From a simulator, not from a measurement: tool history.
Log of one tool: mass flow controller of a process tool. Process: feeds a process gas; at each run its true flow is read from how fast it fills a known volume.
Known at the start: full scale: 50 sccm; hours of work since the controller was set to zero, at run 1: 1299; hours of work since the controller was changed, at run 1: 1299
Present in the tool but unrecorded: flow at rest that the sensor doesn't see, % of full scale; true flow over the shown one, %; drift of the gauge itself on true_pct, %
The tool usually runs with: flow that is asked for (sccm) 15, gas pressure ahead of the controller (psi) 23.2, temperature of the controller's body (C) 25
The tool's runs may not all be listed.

run     day  flow that is asked for (sccm)  gas pressure ahead of the controller (psi)  temperature of the controller's body (C)  hours of work since the controller was set to zero  hours of work since the controller was changed  true flow (%)
  1   0.000                             15                                        23.2                                        25                                                1299                                            1299          99.17
  2   2.838                             15                                        23.2                                        25                                                1351                                            1351          99.12
  3   4.738                             15                                        23.2                                        25                                                1387                                            1387          99.08
  4   6.946                             15                                        23.2                                        25                                                1427                                            1427          99.21
  5   8.904                             15                                        30.9                                        25                                                1464                                            1464          99.58
  6  11.408                             13                                        30.9                                        25                                                1510                                            1510          99.53
  7  13.688                              7                                        30.9                                        25                                                1552                                            1552          99.51
  8  16.454                              7                                        30.9                                        25                                                1603                                            1603          99.51
  9  18.596                              7                                        40.2                                        25                                                1643                                            1643          99.94
 10  20.633                             10                                        36.1                                        22                                                1680                                            1680          99.55
 11  22.900                             15                                        30.5                                        29                                                1722                                            1722          99.70
 12  26.692                             25                                        24.5                                        26                                                1793                                            1793          99.57
 13  28.875                             15                                        21.2                                        33                                                1833                                            1833          99.49
 14  30.842                             15                                        23.2                                        32                                                1869                                            1869          99.54
 15  33.317                             15                                        23.2                                        32                                                1915                                            1915          99.59

Predict the results of run 16:
 16  37.471                             15                                        24.2                                        32                                                1992                                            1992              ?

For run 16 the tool returned true flow (%) 99.63.
Take away the tool's hidden state, keep the run-to-run variation as it was, and the same run would have given true flow (%) 99.62.

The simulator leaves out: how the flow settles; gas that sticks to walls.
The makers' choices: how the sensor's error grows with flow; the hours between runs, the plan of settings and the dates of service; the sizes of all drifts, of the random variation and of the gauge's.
